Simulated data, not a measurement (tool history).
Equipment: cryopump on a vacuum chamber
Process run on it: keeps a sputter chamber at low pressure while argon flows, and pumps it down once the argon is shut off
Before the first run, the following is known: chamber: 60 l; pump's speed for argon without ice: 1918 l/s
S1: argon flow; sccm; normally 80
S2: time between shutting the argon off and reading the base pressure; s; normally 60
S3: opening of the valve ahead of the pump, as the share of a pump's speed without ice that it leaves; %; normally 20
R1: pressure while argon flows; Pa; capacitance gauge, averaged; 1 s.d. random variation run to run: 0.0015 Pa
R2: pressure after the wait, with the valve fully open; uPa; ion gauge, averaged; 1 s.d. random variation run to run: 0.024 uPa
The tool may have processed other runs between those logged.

{"run": 1, "day": 0.0, "S1": 80, "S2": 60, "S3": 20, "R1": 0.3563, "R2": 1.18}
{"run": 2, "day": 0.55, "S1": 80, "S2": 60, "S3": 34, "R1": 0.2128, "R2": 1.22}
{"run": 3, "day": 1.117, "S1": 80, "S2": 60, "S3": 34, "R1": 0.2132, "R2": 1.18}
{"run": 4, "day": 1.558, "S1": 80, "S2": 60, "S3": 34, "R1": 0.2139, "R2": 1.21}
{"run": 5, "day": 2.408, "S1": 80, "S2": 60, "S3": 20, "R1": 0.3582, "R2": 1.18}
{"run": 6, "day": 3.067, "S1": 80, "S2": 60, "S3": 20, "R1": 0.3614, "R2": 1.21}
{"run": 7, "day": 3.808, "S1": 80, "S2": 60, "S3": 20, "R1": 0.3616, "R2": 1.28}
{"run": 8, "day": 4.254, "S1": 80, "S2": 60, "S3": 20, "R1": 0.3596, "R2": 1.26}
{"run": 9, "day": 4.675, "S1": 61, "S2": 60, "S3": 20, "R1": 0.2734, "R2": 1.2}
{"run": 10, "day": 5.067, "S1": 53, "S2": 60, "S3": 20, "R1": 0.2391, "R2": 1.24}
{"run": 11, "day": 5.517, "S1": 53, "S2": 60, "S3": 20, "R1": 0.2407, "R2": 1.28}
{"run": 12, "day": 5.988, "S1": 53, "S2": 60, "S3": 20, "R1": 0.2409, "R2": 1.2}
{"run": 13, "day": 6.912, "S1": 53, "S2": 60, "S3": 20, "R1": 0.2421, "R2": 1.32}
{"run": 14, "day": 7.45, "S1": 53, "S2": 60, "S3": 20, "R1": 0.2393, "R2": 1.28}
{"run": 15, "day": 8.329, "S1": 53, "S2": 60, "S3": 20, "R1": 0.2424, "R2": 1.32}
{"run": 16, "day": 8.758, "S1": 53, "S2": 60, "S3": 20, "R1": 0.2433, "R2": 1.28}
{"run": 17, "day": 9.475, "S1": 53, "S2": 60, "S3": 30, "R1": 0.1655, "R2": 1.3}
{"run": 18, "day": 9.996, "S1": 53, "S2": 60, "S3": 30, "R1": 0.1647, "R2": 1.27}
{"run": 19, "day": 10.467, "S1": 41, "S2": 71, "S3": 60, "R1": 0.0691, "R2": 1.2}
{"run": 20, "day": 11.275, "S1": 112, "S2": 75, "S3": 19, "R1": 0.543, "R2": 1.15}
{"run": 21, "day": 11.733, "S1": 33, "S2": 60, "S3": 18, "R1": 0.1686, "R2": 1.31}
{"run": 22, "day": 12.425, "S1": 38, "S2": 60, "S3": 18, "R1": 0.1938, "R2": 1.36}
{"run": 23, "day": 13.104, "S1": 38, "S2": 60, "S3": 18, "R1": 0.1942, "R2": 1.37}
{"run": 24, "day": 13.988, "S1": 41, "S2": 60, "S3": 28, "R1": 0.139, "R2": 1.37}
{"run": 25, "day": 14.625, "S1": 157, "S2": 60, "S3": 55, "R1": 0.288, "R2": 1.33}

Forecast run 26:
{"run": 26, "day": 15.025, "S1": 80, "S2": 269, "S3": 24, "R1": "?", "R2": "?"}

R1: 0.3121 Pa
R2: 0.76 uPa
The same run, on a tool lacking any hidden state, would have yielded R1 0.2927 Pa, R2 0.32 uPa.
